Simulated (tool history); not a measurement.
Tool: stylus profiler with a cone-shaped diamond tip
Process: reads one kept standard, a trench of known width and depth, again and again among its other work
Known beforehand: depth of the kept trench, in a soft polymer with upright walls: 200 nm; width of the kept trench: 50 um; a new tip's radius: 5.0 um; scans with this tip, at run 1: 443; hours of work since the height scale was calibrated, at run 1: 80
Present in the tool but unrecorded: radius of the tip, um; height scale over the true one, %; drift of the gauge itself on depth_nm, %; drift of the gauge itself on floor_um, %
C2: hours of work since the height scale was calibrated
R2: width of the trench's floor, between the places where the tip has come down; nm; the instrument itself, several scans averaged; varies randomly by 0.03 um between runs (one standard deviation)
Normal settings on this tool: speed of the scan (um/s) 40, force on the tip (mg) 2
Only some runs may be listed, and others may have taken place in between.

Run 1, day 0: usual settings; scans with this tip 443; C2 80. Result: depth of the trench (Å) 2021.4, R2 46970 nm.
Run 2, day 3.604: usual settings; scans with this tip 689; C2 124. Result: depth of the trench (Å) 2018.7, R2 46940 nm.
Run 3, day 5.9: usual settings; scans with this tip 845; C2 152. Result: depth of the trench (Å) 2018.8, R2 46960 nm.
Run 4, day 7.738: usual settings but speed of the scan (um/s) 62; scans with this tip 971; C2 175. Result: depth of the trench (Å) 2019.1, R2 46820 nm.
Run 5, day 10.05: usual settings but speed of the scan (um/s) 62; scans with this tip 1129; C2 203. Result: depth of the trench (Å) 2020.4, R2 46850 nm.
Run 6, day 12.096: usual settings but speed of the scan (um/s) 62; scans with this tip 1268; C2 228. Result: depth of the trench (Å) 2019.8, R2 46800 nm.
Run 7, day 13.825: usual settings but speed of the scan (um/s) 148; scans with this tip 1386; C2 249. Result: depth of the trench (Å) 2019.4, R2 46600 nm.
Run 8, day 17.429: usual settings but speed of the scan (um/s) 148; scans with this tip 1632; C2 294. Result: depth of the trench (Å) 2020.2, R2 46530 nm.
Run 9, day 19.854: usual settings but speed of the scan (um/s) 148; scans with this tip 1798; C2 323. Result: depth of the trench (Å) 2019.6, R2 46530 nm.
Run 10, day 22.579: usual settings; scans with this tip 1984; C2 357. Result: depth of the trench (Å) 2021.4, R2 46760 nm.
Run 11, day 26.258: usual settings but speed of the scan (um/s) 60; scans with this tip 2235; C2 402. Result: depth of the trench (Å) 2022.2, R2 46640 nm.
Run 12, day 28.308: usual settings but speed of the scan (um/s) 60; scans with this tip 2375; C2 427. Result: depth of the trench (Å) 2019.6, R2 46620 nm.
Run 13, day 30.529: usual settings but force on the tip (mg) 5.98; scans with this tip 2527; C2 454. Result: depth of the trench (Å) 2039.8, R2 46700 nm.
Run 14, day 33.725: usual settings; scans with this tip 2745; C2 494. Result: depth of the trench (Å) 2022.2, R2 46630 nm.
Run 15, day 36.517: usual settings; scans with this tip 2936; C2 528. Result: depth of the trench (Å) 2023.1, R2 46640 nm.
Run 16, day 39.696: usual settings but speed of the scan (um/s) 42; scans with this tip 3153; C2 567. Result: depth of the trench (Å) 2022.5, R2 46540 nm.
Run 17, day 42.971: usual settings but speed of the scan (um/s) 19; scans with this tip 3376; C2 607. Result: depth of the trench (Å) 2021.3, R2 46590 nm.
Run 18, day 44.946: usual settings but speed of the scan (um/s) 19; scans with this tip 3511; C2 631. Result: depth of the trench (Å) 2022.1, R2 46530 nm.
Run 19, day 48.375: usual settings; scans with this tip 3745; C2 673. Result: depth of the trench (Å) 2022.5, R2 46500 nm.
At day 48.579: height scale calibrated on a step standard.
Run 20, day 52.004: usual settings; scans with this tip 3992; C2 42. Result: depth of the trench (Å) 2025.5, R2 46450 nm.
Run 21, day 55.646: usual settings; scans with this tip 4240; C2 87. Result: depth of the trench (Å) 2025.4, R2 46410 nm.
Run 22, day 58.362: usual settings; scans with this tip 4426; C2 120. Result: depth of the trench (Å) 2025.1, R2 46390 nm.
At day 59.454: height scale calibrated on a step standard, once more.
Run 23, day 61.275: usual settings; scans with this tip 4623; C2 22. Result: depth of the trench (Å) 2017.7, R2 46360 nm.
Run 24, day 63.375: usual settings; scans with this tip 4766; C2 48. Result: depth of the trench (Å) 2018.2, R2 46350 nm.
Run 25, day 65.667: usual settings but speed of the scan (um/s) 15, force on the tip (mg) 0.94; scans with this tip 4923; C2 76. Result: depth of the trench (Å) 2011.7, R2 46340 nm.
Run 26, day 69.246: usual settings but speed of the scan (um/s) 101, force on the tip (mg) 0.94; scans with this tip 5167; C2 120. Result: depth of the trench (Å) 2011, R2 46000 nm.
Run 27, day 72.288: usual settings but speed of the scan (um/s) 17, force on the tip (mg) 1.65; scans with this tip 5375; C2 158. Result: depth of the trench (Å) 2015.3, R2 46330 nm.
Run 28, day 74.817: usual settings but speed of the scan (um/s) 17, force on the tip (mg) 1.65; scans with this tip 5548; C2 189. Result: depth of the trench (Å) 2016.3, R2 46270 nm.
Run 29, day 77.775: usual settings but speed of the scan (um/s) 13; scans with this tip 5750; C2 225. Result: depth of the trench (Å) 2020.5, R2 46220 nm.
Run 30, day 79.496: usual settings but speed of the scan (um/s) 141, force on the tip (mg) 1; scans with this tip 5867; C2 246. Result: depth of the trench (Å) 2012.1, R2 45780 nm.
Run 31, day 82.225: usual settings but speed of the scan (um/s) 141, force on the tip (mg) 1; scans with this tip 6053; C2 279. Result: depth of the trench (Å) 2013.8, R2 45760 nm.
Run 32, day 85.3: usual settings but speed of the scan (um/s) 23, force on the tip (mg) 2.02; scans with this tip 6263; C2 317. Result: depth of the trench (Å) 2019.4, R2 46170 nm.
Run 33, day 88.767: usual settings but speed of the scan (um/s) 19, force on the tip (mg) 1.35; scans with this tip 6500; C2 360. Result: depth of the trench (Å) 2015.6, R2 46100 nm.
Run 34, day 91.229: usual settings but speed of the scan (um/s) 30, force on the tip (mg) 1.53; scans with this tip 6668; C2 390. Result: depth of the trench (Å) 2018, R2 46060 nm.
Run 35, day 94.104: usual settings but speed of the scan (um/s) 70, force on the tip (mg) 1.64; scans with this tip 6864; C2 425. Result: depth of the trench (Å) 2017.9, R2 46010 nm.
Run 36, day 97.238: usual settings but speed of the scan (um/s) 121, force on the tip (mg) 4.03; scans with this tip 7078; C2 464. Result: depth of the trench (Å) 2030.4, R2 45900 nm.
Run 37, day 100.85: usual settings but speed of the scan (um/s) 121, force on the tip (mg) 0.76; scans with this tip 7325; C2 508. Result: depth of the trench (Å) 2011.6, R2 45590 nm.
Run 38, day 102.442: usual settings but speed of the scan (um/s) 152, force on the tip (mg) 4.37; scans with this tip 7433; C2 528. Result: depth of the trench (Å) 2032.2, R2 45810 nm.
Run 39, day 105.567: usual settings but speed of the scan (um/s) 152, force on the tip (mg) 4.37; scans with this tip 7647; C2 566. Result: depth of the trench (Å) 2033.1, R2 45790 nm.
Run 40, day 107.171: usual settings but speed of the scan (um/s) 152, force on the tip (mg) 4.37; scans with this tip 7756; C2 586. Result: depth of the trench (Å) 2033.6, R2 45750 nm.
Run 41, day 110.433: usual settings but speed of the scan (um/s) 13, force on the tip (mg) 0.73; scans with this tip 7979; C2 626. Result: depth of the trench (Å) 2012.5, R2 46020 nm.
Run 42, day 112.058: usual settings but speed of the scan (um/s) 16, force on the tip (mg) 2.08; scans with this tip 8090; C2 646. Result: depth of the trench (Å) 2020.8, R2 45970 nm.
Run 43, day 114.125: usual settings but speed of the scan (um/s) 34, force on the tip (mg) 5.84; scans with this tip 8231; C2 671. Result: depth of the trench (Å) 2041.8, R2 45940 nm.
Run 44, day 116.821: usual settings but speed of the scan (um/s) 94, force on the tip (mg) 1.79; scans with this tip 8415; C2 704. Result: depth of the trench (Å) 2019.7, R2 45670 nm.
Run 45, day 120.458: usual settings but speed of the scan (um/s) 31, force on the tip (mg) 4.2; scans with this tip 8663; C2 749. Result: depth of the trench (Å) 2033.5, R2 45890 nm.
Run 46, day 123.042: usual settings but speed of the scan (um/s) 19, force on the tip (mg) 0.67; scans with this tip 8840; C2 780. Result: depth of the trench (Å) 2013.5, R2 45800 nm.
Run 47, day 124.929: usual settings but speed of the scan (um/s) 80, force on the tip (mg) 0.98; scans with this tip 8969; C2 804. Result: depth of the trench (Å) 2012.2, R2 45540 nm.

3 ways to go on from here, each from the tool as it stands after run 47. What would each give?
Run A, day 126.892: usual settings but speed of the scan (um/s) 13, force on the tip (mg) 2.63; scans with this tip 9103; C2 828. Result: depth of the trench (Å) ?, R2 ?.
Run B, day 126.892: usual settings but speed of the scan (um/s) 141, force on the tip (mg) 0.98; scans with this tip 9103; C2 828. Result: depth of the trench (Å) ?, R2 ?.
Run C, day 126.892: usual settings but speed of the scan (um/s) 64, force on the tip (mg) 0.98; scans with this tip 9103; C2 828. Result: depth of the trench (Å) ?, R2 ?.

run  depth of the trench (Å)     R2
  A                   2026.5  45830
  B                   2013.2  45320
  C                   2016.5  45650
Without the tool's unlogged condition, the same runs would have read:
run  depth of the trench (Å)     R2
  A                   2022.6  47160
  B                   2009.4  46650
  C                   2012.7  46970
